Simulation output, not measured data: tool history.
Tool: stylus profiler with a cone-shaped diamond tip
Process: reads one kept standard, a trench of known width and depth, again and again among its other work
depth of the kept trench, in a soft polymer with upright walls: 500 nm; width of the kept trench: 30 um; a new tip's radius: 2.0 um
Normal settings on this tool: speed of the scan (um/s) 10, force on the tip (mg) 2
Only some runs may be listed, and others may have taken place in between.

| run | hour | speed of the scan (um/s) | force on the tip (mg) | depth of the trench (Å) | width of the trench's floor (µm) |
|---|---|---|---|---|---|
| 1 | 0 | 10 | 2 | 5052.3 | 25.32 |
| 2 | 43.9 | 10 | 2 | 5050.1 | 25.23 |
| 3 | 66.2 | 10 | 2 | 5052.3 | 25.26 |
| 4 | 86.6 | 10 | 2 | 5051.4 | 25.24 |
| 5 | 114.3 | 10 | 2 | 5052.9 | 25.16 |
| 6 | 154.4 | 10 | 2 | 5052.7 | 25.15 |
| 7 | 178.1 | 10 | 2 | 5054.8 | 25.11 |
| 8 | 217.8 | 10 | 2 | 5056.1 | 25.12 |
| 9 | 267.6 | 10 | 0.84 | 5044.3 | 25.03 |
| 10 | 290.7 | 5 | 0.84 | 5041.6 | 25.03 |
| 11 | 323.6 | 5 | 0.84 | 5042.7 | 25.02 |
| 12 | 355.5 | 5 | 0.84 | 5043.4 | 24.99 |
| 13 | 403.7 | 5 | 0.84 | 5045.7 | 24.9 |
| 14 | 447 | 7 | 2.29 | 5058.7 | 24.91 |
|  | 472.6 | new tip fitted, height scale calibrated |
| 15 | 491.8 | 36 | 2 | 5029.9 | 27.22 |
| 16 | 540.7 | 3 | 0.68 | 5015.8 | 27.29 |
| 17 | 590.1 | 28 | 2.98 | 5038.2 | 27.16 |
| 18 | 613.2 | 28 | 2.98 | 5040.4 | 27.09 |
| 19 | 662.4 | 15 | 1.37 | 5023.7 | 27.02 |
| 20 | 700.5 | 15 | 1.37 | 5025.3 | 26.91 |
| 21 | 727.7 | 15 | 1.37 | 5026.8 | 26.87 |
| 22 | 749 | 11 | 1.49 | 5027.6 | 26.92 |
| 23 | 785.7 | 11 | 1.49 | 5029 | 26.88 |

Some steps in depth of the trench (Å), run to run, broken into two amounts with sign: the step expected even without the hidden condition (settings, incoming material, random variation), and the rest, left for the hidden condition together with whatever gauge scatter is not in both the measured and the hidden-condition-free result:
Hidden state present: radius of the tip, um; height scale over the true one, %; drift of the gauge itself on depth_nm, %; drift of the gauge itself on floor_um, %.
Run 14 -> 15: speed of the scan (um/s) 7 -> 36, force on the tip (mg) 2.29 -> 2, new tip fitted, height scale calibrated. depth of the trench (Å) -28.8: hidden state -28.4, all else -0.4.
Run 16 -> 17: speed of the scan (um/s) 3 -> 28, force on the tip (mg) 0.68 -> 2.98. depth of the trench (Å) +22.4: hidden state +0.9, all else +21.5.
